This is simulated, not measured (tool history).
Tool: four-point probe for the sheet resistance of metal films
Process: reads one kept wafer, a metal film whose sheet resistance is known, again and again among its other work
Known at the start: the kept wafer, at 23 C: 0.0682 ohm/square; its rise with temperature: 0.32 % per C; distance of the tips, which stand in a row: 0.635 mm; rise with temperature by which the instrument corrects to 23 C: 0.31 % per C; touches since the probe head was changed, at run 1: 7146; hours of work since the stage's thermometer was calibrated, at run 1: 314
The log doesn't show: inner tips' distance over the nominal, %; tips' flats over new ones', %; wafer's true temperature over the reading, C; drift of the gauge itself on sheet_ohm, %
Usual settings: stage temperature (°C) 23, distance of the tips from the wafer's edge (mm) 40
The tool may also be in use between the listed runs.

run,hour,stage temperature (°C),distance of the tips from the wafer's edge (mm),touches since the probe head was changed,hours of work since the stage's thermometer was calibrated,sheet resistance as the instrument gives it (ohm/square)
1,0,23,40,7146,314,0.06826
2,13.5,23,40,7583,322,0.068242
3,31.1,23,40,8153,333,0.068288
4,42.3,23,32,8519,339,0.068249
5,50.5,23,32,8784,344,0.068234
6,63.1,23,5,9192,352,0.068835
7,80.5,23,5,9758,362,0.068855
8,92.1,23,40,10134,369,0.068259
9,103.2,23,40,10493,376,0.068264
10,117.1,23,40,10946,384,0.068274
11,135.7,23,40,11548,396,0.068279
12,151,23,40,12046,405,0.068259
13,168.6,23,40,12616,415,0.068287
14,183.1,23,40,13086,424,0.068298
# hour 185: stage's thermometer calibrated
15,192,19,50,13357,4,0.06824
16,210.3,23,7,13954,15,0.068609
# hour 219.2: stage's thermometer calibrated, once more
17,228.8,23,7,14538,6,0.068544
18,241.6,25,32,14952,13,0.068293
19,260.3,25,32,15560,25,0.068316
20,278.9,19,8,16163,36,0.06849
21,289.9,30,8,16519,43,0.06855
22,307,27,40,17075,53,0.068318
23,315.2,18,28,17341,58,0.068272
24,330.4,21,6,17834,67,0.068686

Some steps in sheet resistance as the instrument gives it (ohm/square) between neighbouring runs. How much of each would the tool show without its hidden state too (settings, what came in, random variation), and how much is left for the hidden state, with any gauge scatter that isn't in both results?
Run 5 -> 6: distance of the tips from the wafer's edge (mm) 32 -> 5. sheet resistance as the instrument gives it (ohm/square) +0.000601: hidden state +0.000004, all else +0.000597.
Run 7 -> 8: distance of the tips from the wafer's edge (mm) 5 -> 40. sheet resistance as the instrument gives it (ohm/square) -0.000596: hidden state +0.000003, all else -0.000599.
Run 14 -> 15: stage temperature (°C) 23 -> 19, distance of the tips from the wafer's edge (mm) 40 -> 50, stage's thermometer calibrated. sheet resistance as the instrument gives it (ohm/square) -0.000058: hidden state +0.000009, all else -0.000067.
Run 16 -> 17: stage's thermometer calibrated, once more. sheet resistance as the instrument gives it (ohm/square) -0.000065: hidden state -0.00003, all else -0.000035.
